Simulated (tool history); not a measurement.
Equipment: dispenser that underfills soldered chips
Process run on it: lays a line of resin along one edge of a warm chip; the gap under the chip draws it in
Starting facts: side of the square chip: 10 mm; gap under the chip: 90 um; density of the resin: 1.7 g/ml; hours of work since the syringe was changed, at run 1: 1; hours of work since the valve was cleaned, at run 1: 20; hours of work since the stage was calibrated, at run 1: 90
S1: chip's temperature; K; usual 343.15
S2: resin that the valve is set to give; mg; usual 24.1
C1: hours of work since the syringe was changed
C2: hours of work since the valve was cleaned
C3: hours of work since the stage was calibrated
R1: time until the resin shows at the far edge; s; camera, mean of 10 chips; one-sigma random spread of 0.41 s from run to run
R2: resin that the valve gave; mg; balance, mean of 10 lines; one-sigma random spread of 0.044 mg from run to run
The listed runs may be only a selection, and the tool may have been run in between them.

run,hour,S1,S2,C1,C2,C3,R1,R2
1,0,343.15,24.1,1,20,90,29.1,23.9
2,5.6,343.15,24.1,5,25,94,36.6,23.85
# hour 11: new syringe of resin
3,14.3,343.15,26.2,2,31,100,32.1,25.79
# hour 22.3: new syringe of resin
4,25.7,343.15,26.2,3,39,109,32.3,25.83
# hour 28.8: dispensing valve cleaned and set on the balance
5,32.9,343.15,26.2,7,3,113,40.3,26.33
# hour 34.4: new syringe of resin
6,39.4,350.15,26.2,4,8,118,27.2,26.2
# hour 45.3: new syringe of resin
7,45.4,343.15,24.1,0,12,122,28.6,24.03
# hour 56.7: new syringe of resin
8,57.7,343.15,22.4,1,21,131,29.7,22.35
9,64.2,343.15,22.4,6,26,136,39.4,22.22
# hour 68.6: new syringe of resin
10,76.2,343.15,22.4,6,35,145,38.5,22.11
# hour 79.7: new syringe of resin
# hour 85.9: dispensing valve cleaned and set on the balance
11,85.9,343.15,22.4,4,0,151,35.5,22.44
# hour 92.2: new syringe of resin
12,95,343.15,22.4,2,7,158,32.3,22.31
# hour 103.1: new syringe of resin
13,104.6,343.15,22.4,1,14,165,30.3,22.34
# hour 114.7: new syringe of resin
14,114.7,343.15,28.3,0,21,172,27.5,28.17
15,124.7,339.15,24.1,8,29,180,48.6,23.9
# hour 125.8: new syringe of resin
16,132.3,339.15,24.1,5,34,185,44.1,23.78
# hour 137.3: new syringe of resin
# hour 143.2: dispensing valve cleaned and set on the balance
17,146.8,339.15,24.1,6,3,195,47.5,24.01
# hour 149.9: new syringe of resin
18,153.8,332.15,24.1,3,8,200,51.8,24.04
# hour 161.1: new syringe of resin
19,163.3,351.15,22.1,2,15,207,23.8,21.98
20,170.7,330.15,28.7,7,20,213,69.2,28.61
# hour 172.6: new syringe of resin
21,177.1,350.15,24.9,3,25,217,27.9,24.74
22,183.1,349.15,28.3,8,29,222,35.3,27.99
# hour 184.3: new syringe of resin
23,190.7,347.15,28.3,5,35,227,30.9,27.86
# hour 195.5: new syringe of resin
# hour 199.7: dispensing valve cleaned and set on the balance
24,203.7,347.15,28.3,5,3,236,32.3,28.2
# hour 207.6: new syringe of resin
25,216.8,347.15,28.3,7,13,246,36,28.1
# hour 218.8: new syringe of resin
# hour 230.1: new syringe of resin
26,230.4,356.15,25.9,0,22,256,18.5,25.64
# hour 241.2: new syringe of resin
27,243.4,356.15,25.9,2,32,265,20,25.5
28,249.7,340.15,29.3,6,37,270,44.3,28.76
# hour 252.7: new syringe of resin
# hour 256.6: dispensing valve cleaned and set on the balance
# hour 264.7: new syringe of resin
29,265,336.15,22.8,0,6,280,38.4,22.71
# hour 276.4: new syringe of resin
30,277,343.15,29.4,0,15,289,29.5,29.25
# hour 287.6: new syringe of resin
31,287.6,343.15,25.1,0,23,297,29.4,24.89
32,293.9,334.15,21.1,5,27,302,54.9,20.78
# hour 299.1: new syringe of resin
33,306.3,343.15,23.4,5,36,311,37.8,22.99
# hour 310: new syringe of resin
# hour 313.6: dispensing valve cleaned and set on the balance
34,321,343.15,25.4,7,6,321,42.8,25.36

What if the next run were any one of these 3? Each begins from the tool's condition after run 34:
# hour 322: new syringe of resin
A,328.9,338.15,25.3,5,11,326,?,?
# hour 322: new syringe of resin
B,328.9,328.15,25.5,5,11,326,?,?
# hour 322: new syringe of resin
C,328.9,347.15,25.2,5,11,326,?,?

run,R1,R2
A,45.3,25.17
B,66.8,25.41
C,33.5,25.05
The same runs, with their run-to-run variation unchanged, on a tool lacking any hidden condition would have given:
run,R1,R2
A,33.2,25.28
B,48.7,25.52
C,24.7,25.16
